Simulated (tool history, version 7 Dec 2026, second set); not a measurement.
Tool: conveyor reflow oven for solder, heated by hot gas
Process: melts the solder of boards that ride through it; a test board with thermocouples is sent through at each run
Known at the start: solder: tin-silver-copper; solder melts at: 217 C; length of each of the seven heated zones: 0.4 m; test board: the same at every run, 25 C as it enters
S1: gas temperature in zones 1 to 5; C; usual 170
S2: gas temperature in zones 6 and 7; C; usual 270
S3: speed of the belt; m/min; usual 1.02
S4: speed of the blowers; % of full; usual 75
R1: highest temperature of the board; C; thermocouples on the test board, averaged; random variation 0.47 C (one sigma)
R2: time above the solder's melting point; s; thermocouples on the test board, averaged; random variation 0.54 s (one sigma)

run,hour,S1,S2,S3,S4,R1,R2
1,0,170,270,1.02,75,251,33.1
2,28.7,170,276,1.02,75,255.7,36.1
3,67.1,170,278,1.02,75,257.6,36.5
4,99.4,170,278,1.02,75,257.8,36.9
5,119.5,170,278,1.02,75,257.5,37
6,145.7,170,267,1.02,75,248.3,31.9
7,184.1,170,267,1.02,75,248.4,31.6
8,225.1,170,267,1.02,75,248.3,32.6
9,251.9,170,267,1.02,75,248.8,32.2
10,288.8,170,267,1.02,75,249,32.1
11,307.7,170,267,1.02,75,248.3,32.7
12,348.6,170,267,1.02,75,247.9,32.2
13,365.3,170,267,1.02,72,247.4,31.5
14,402.7,170,270,1.02,75,251,33.6
# hour 429.3: flux residue cleaned out of gas plates and filters
15,438.9,170,270,1.02,75,250.8,32.4
16,470.8,170,270,1.02,75,252,33.6
17,509.7,170,270,1.08,88,253,32.2
18,537.1,160,270,1.08,88,250.8,29.6
19,572.7,170,281,1.02,63,256.8,35.8
20,603.8,184,267,1.06,53,242.7,30.6
# hour 637.8: belt drive overhauled, speed set with a stopwatch
21,646.9,170,284,1.02,75,263.2,37
22,686.6,170,260,1.02,75,242.1,29.6
23,709.9,183,279,0.92,85,267.4,47
24,750.2,183,279,0.92,85,266.4,47.1
# hour 787.2: thermocouples of zones 6 and 7 changed
25,793.4,170,270,1.02,64,247.8,31
26,814.5,170,270,1.02,90,254.2,35.6
27,844,170,270,1.02,75,251.2,33.5
28,880.9,170,270,1.02,75,251.4,32.3
29,921.2,178,270,1.02,75,251.7,35.4
30,950.5,178,270,1.2,75,247.1,27.9
31,980.1,170,270,1.18,75,246.6,25.3

Forecast each of these 4 alternatives for the next run:
A,1012.9,170,282,1.1,58,?,?
B,1012.9,159,272,1.02,75,?,?
C,1012.9,170,260,1.18,75,?,?
D,1012.9,170,264,1.21,75,?,?

run,R1,R2
A,252.2,29.4
B,251,30.9
C,237.2,21.1
D,239.1,21.6
Without the tool's hidden state the same runs would have given:
run,R1,R2
A,252.3,29.5
B,251.1,31
C,237.3,21.1
D,239.2,21.7
